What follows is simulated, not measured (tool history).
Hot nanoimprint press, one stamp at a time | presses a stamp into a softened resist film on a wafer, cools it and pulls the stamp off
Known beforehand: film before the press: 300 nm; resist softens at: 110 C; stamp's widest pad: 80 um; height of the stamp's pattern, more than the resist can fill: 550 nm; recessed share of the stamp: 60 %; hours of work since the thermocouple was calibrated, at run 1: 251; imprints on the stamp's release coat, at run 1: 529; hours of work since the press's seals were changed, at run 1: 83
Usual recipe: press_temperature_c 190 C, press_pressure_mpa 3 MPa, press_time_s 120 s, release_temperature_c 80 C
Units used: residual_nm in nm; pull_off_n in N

run	day	press_temperature_c	press_pressure_mpa	press_time_s	release_temperature_c	hours of work since the thermocouple was calibrated	imprints on the stamp's release coat	hours of work since the press's seals were changed	residual_nm	pull_off_n
1	0	190	3	120	80	251	529	83	145.9	94.2
2	0.396	190	3	120	80	256	551	88	147	92.9
3	0.671	190	3	120	80	260	566	92	146.9	95.2
# day 1.279: stamp cleaned and given a new release coat
4	1.279	190	4.52	120	80	265	0	97	117.6	95.5
5	1.767	190	4.52	120	80	272	27	104	117.8	95
6	2.15	190	3	120	80	278	49	109	147	94.6
7	2.479	190	3	120	80	282	67	114	147.2	93.7
8	2.942	190	3	120	80	289	93	120	146.7	94.4
9	3.167	190	3	120	80	292	105	123	146.6	96.2
10	3.55	190	3	120	80	297	127	129	146.6	96.3
11	3.871	190	3	120	80	302	145	133	147.3	94.6
12	4.112	190	3	120	80	305	158	137	147.3	94.8
13	4.483	190	2.23	120	80	310	179	142	170	93.7
14	4.996	190	3	120	80	317	207	149	147	92.4
15	5.233	190	3	120	73	321	220	152	146	100.1
16	5.575	195	3	120	80	325	239	157	119.3	94.6
17	5.888	195	3	120	80	330	257	161	119.6	93.1
18	6.129	195	3	120	80	333	270	165	119.8	93.9
19	6.342	190	2.72	64	69	336	282	168	185.7	106.8
20	6.821	178	2.72	132	69	343	309	174	229.1	104.2
21	7.175	190	2.34	118	80	348	328	179	167	94.5
22	7.65	190	2.34	118	80	354	355	186	166.8	94.7
23	7.912	200	4.43	132	78	358	370	190	74.6	95.9
24	8.346	200	4.43	132	78	364	394	196	74.5	98
25	8.633	185	4.43	132	76	368	410	200	143.6	97.7
26	8.967	188	4.43	101	65	373	428	204	137.2	108.7
27	9.396	190	3.29	120	80	379	452	210	139.3	95
28	9.617	190	2.46	61	74	382	464	213	196.8	100.1
# day 9.933: plate thermocouple calibrated
29	10.25	190	2.46	61	74	4	493	220	197	99.8

Selected run-to-run steps in residual_nm, each split into two signed amounts: the part the tool would show with no hidden state at all (from settings, incoming material and random variation), and the remainder, which goes to the hidden state together with any gauge scatter not common to the measured and the hidden-state-free results:
Unlogged tool condition in this case: true temperature over the reading, C; pressure that arrives at the usual setting, %; grip of the stamp's worn release coat, % over a new coat's; drift of the gauge itself on residual_nm, %; drift of the gauge itself on pull_off_n, %.
Run 22 -> 23: press_temperature_c 190 -> 200, press_pressure_mpa 2.34 -> 4.43, press_time_s 118 -> 132, release_temperature_c 80 -> 78. residual_nm -92.2 nm: hidden state +0.1, all else -92.3.
Run 24 -> 25: press_temperature_c 200 -> 185, release_temperature_c 78 -> 76. residual_nm +69.1 nm: hidden state -0.2, all else +69.3.
Run 28 -> 29: plate thermocouple calibrated. residual_nm +0.2 nm: hidden state +0.4, all else -0.2.
